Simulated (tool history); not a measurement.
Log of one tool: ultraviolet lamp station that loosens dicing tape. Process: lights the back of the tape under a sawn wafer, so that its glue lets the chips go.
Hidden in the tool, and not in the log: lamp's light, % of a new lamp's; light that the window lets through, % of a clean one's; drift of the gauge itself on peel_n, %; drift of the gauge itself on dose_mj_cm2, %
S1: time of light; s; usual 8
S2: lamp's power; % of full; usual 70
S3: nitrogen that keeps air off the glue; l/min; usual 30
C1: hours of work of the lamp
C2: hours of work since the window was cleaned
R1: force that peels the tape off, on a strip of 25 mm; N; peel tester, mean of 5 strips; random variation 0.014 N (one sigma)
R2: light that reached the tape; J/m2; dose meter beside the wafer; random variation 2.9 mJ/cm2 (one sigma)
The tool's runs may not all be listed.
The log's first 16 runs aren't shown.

| run | day | S1 | S2 | S3 | C1 | C2 | R1 | R2 |
|---|---|---|---|---|---|---|---|---|
|  | 10.938 | window cleaned of glue's vapour |
| 17 | 11.592 | 9 | 70 | 30 | 239 | 8 | 0.773 | 3520 |
| 18 | 12.092 | 9 | 70 | 30 | 246 | 15 | 0.762 | 3530 |
| 19 | 12.746 | 9 | 70 | 30 | 254 | 23 | 0.775 | 3510 |
| 20 | 13.562 | 8 | 97 | 30 | 264 | 33 | 0.601 | 4320 |
| 21 | 14.221 | 8 | 77 | 30 | 273 | 41 | 0.850 | 3420 |
| 22 | 14.654 | 7 | 70 | 14 | 278 | 47 | 1.455 | 2680 |
|  | 15.096 | window cleaned of glue's vapour, once more |
| 23 | 15.196 | 9 | 86 | 30 | 285 | 1 | 0.479 | 4920 |
| 24 | 16.162 | 9 | 86 | 30 | 297 | 13 | 0.492 | 4870 |
| 25 | 17.108 | 8 | 70 | 37 | 309 | 25 | 0.704 | 3550 |
| 26 | 18.088 | 15 | 85 | 21 | 321 | 38 | 0.309 | 7940 |
| 27 | 18.658 | 15 | 85 | 21 | 328 | 45 | 0.316 | 7870 |
| 28 | 19.312 | 4 | 63 | 13 | 337 | 53 | 2.119 | 1580 |
| 29 | 19.746 | 9 | 69 | 27 | 342 | 59 | 0.733 | 3850 |
| 30 | 20.225 | 9 | 98 | 53 | 348 | 65 | 0.365 | 5420 |
| 31 | 20.742 | 5 | 99 | 9 | 355 | 71 | 1.403 | 2990 |

Run 32 comes next. What will it give?
| 32 | 21.292 | 8 | 70 | 19 | 362 | 78 | ? | ? |

Run 32 gave R1 0.963 N, R2 3390 J/m2.
Without the tool's hidden state the same run would have given R1 0.760 N, R2 4080 J/m2.
